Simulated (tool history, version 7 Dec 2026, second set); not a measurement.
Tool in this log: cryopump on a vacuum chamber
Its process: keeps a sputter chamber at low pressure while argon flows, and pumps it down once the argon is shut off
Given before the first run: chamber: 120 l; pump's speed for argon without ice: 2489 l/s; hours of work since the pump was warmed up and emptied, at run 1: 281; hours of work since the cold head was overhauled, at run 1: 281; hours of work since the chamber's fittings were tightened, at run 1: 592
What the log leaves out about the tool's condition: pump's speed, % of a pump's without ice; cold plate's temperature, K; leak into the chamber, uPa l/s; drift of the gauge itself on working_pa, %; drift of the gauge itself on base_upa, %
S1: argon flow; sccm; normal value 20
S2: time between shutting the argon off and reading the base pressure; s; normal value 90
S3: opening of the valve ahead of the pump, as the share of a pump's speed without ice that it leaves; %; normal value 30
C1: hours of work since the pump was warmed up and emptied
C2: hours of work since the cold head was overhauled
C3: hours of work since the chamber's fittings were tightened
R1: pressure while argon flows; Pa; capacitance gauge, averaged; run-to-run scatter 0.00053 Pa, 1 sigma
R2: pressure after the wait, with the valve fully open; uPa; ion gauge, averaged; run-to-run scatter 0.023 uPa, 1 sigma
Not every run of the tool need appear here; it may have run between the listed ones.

run	hour	S1	S2	S3	C1	C2	C3	R1	R2
1	0.0	20	90	30	281	281	592	0.0474	0.84
2	39.3	20	90	30	302	302	613	0.0476	0.87
3	75.2	20	90	30	322	322	633	0.0483	0.85
4	116.2	20	90	30	344	344	655	0.0480	0.86
5	148.2	20	90	30	362	362	673	0.0475	0.86
6	188.2	20	161	30	384	384	695	0.0480	0.63
7	230.0	20	90	30	407	407	717	0.0471	0.86
8	270.5	20	90	30	429	429	740	0.0490	0.86
9	322.0	20	90	30	457	457	768	0.0497	0.91
10	359.2	20	90	30	477	477	788	0.0488	0.91
11	408.8	20	90	30	504	504	815	0.0497	0.91
12	445.5	20	90	30	524	524	835	0.0500	0.90
13	485.0	20	90	30	546	546	857	0.0507	0.93
14	524.3	17	32	30	568	568	878	0.0424	1.98
15	570.2	13	110	30	593	593	903	0.0332	0.82
16	620.3	13	110	30	620	620	931	0.0335	0.83
17	662.6	16	24	41	643	643	954	0.0305	2.67
# hour 680.4: pump warmed up, emptied and cooled again
18	701.2	20	59	58	11	662	972	0.0239	1.14
19	724.9	14	59	50	24	675	985	0.0192	1.17
20	747.5	10	90	47	37	687	998	0.0146	0.87
21	784.2	15	27	30	57	707	1018	0.0344	2.32
22	805.6	15	27	30	68	719	1029	0.0351	2.24
23	833.1	15	27	20	83	734	1044	0.0521	2.29
24	883.7	15	27	20	111	761	1072	0.0519	2.29
25	910.9	15	27	20	126	776	1087	0.0533	2.29

Results for each run, recomputed without the tool's hidden state and with each run's random variation untouched:
run	R1	R2
1	0.0452	0.71
2	0.0452	0.74
3	0.0458	0.71
4	0.0453	0.71
5	0.0446	0.71
6	0.0449	0.48
7	0.0438	0.70
8	0.0455	0.70
9	0.0460	0.72
10	0.0449	0.73
11	0.0455	0.72
12	0.0456	0.71
13	0.0460	0.72
14	0.0382	1.77
15	0.0298	0.59
16	0.0300	0.60
17	0.0260	2.42
18	0.0236	1.00
19	0.0189	1.03
20	0.0143	0.72
21	0.0340	2.17
22	0.0346	2.08
23	0.0515	2.13
24	0.0512	2.12
25	0.0525	2.12
